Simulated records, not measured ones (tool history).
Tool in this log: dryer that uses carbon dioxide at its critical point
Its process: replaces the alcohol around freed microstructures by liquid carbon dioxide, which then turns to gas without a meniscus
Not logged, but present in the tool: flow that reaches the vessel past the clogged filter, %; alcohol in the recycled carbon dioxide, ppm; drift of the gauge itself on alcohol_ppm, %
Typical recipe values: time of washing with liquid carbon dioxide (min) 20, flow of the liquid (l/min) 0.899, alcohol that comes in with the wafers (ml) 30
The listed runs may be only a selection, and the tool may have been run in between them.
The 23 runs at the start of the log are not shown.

run,hour,time of washing with liquid carbon dioxide (min),flow of the liquid (l/min),alcohol that comes in with the wafers (ml),hours of work since the filter was changed,hours of work since the purifier's bed was changed,alcohol left in the vessel before it's heated (ppm by volume)
24,507.0,20,0.899,30,133,459,240
25,529.2,20,0.899,30,147,473,239
26,554.4,14,0.733,85,163,489,743
27,567.7,31,0.671,30,172,497,246
28,592.5,24,0.754,36,188,513,264
29,607.0,13,0.899,31,197,522,375
30,633.2,13,0.899,31,213,539,369
31,656.4,13,0.899,31,228,553,389
32,677.6,21,0.899,31,241,567,281
# hour 681.6: inlet filter changed
33,691.4,21,0.899,31,6,575,293
# hour 710.1: purifier's bed changed
34,724.3,26,1.239,45,25,9,12
35,740.7,22,1.062,52,36,19,19
36,769.0,14,0.672,98,53,37,676
37,793.8,14,0.672,98,69,53,712
38,813.3,20,1.265,21,82,65,40
39,826.0,25,0.899,30,90,73,41
40,838.4,19,1.444,30,97,81,43
41,866.6,19,1.444,30,115,99,52
42,880.0,19,1.444,30,124,108,55
43,896.4,19,1.444,30,134,118,62
44,924.6,19,1.444,30,152,136,74
45,946.3,22,1.487,30,166,150,72
46,961.9,20,1.025,43,176,160,84
47,980.5,20,1.025,43,188,171,86

4 ways to go on from here, each from the tool as it stands after run 47. What would each give?
A,1000.7,26,0.899,54,200,184,?
B,1000.7,15,0.895,91,200,184,?
C,1000.7,20,1.025,43,200,184,?
D,1000.7,12,0.897,43,200,184,?

run,alcohol left in the vessel before it's heated (ppm by volume)
A,89
B,234
C,90
D,295
Without the tool's unlogged condition, the same runs would have read:
run,alcohol left in the vessel before it's heated (ppm by volume)
A,3
B,89
C,5
D,137
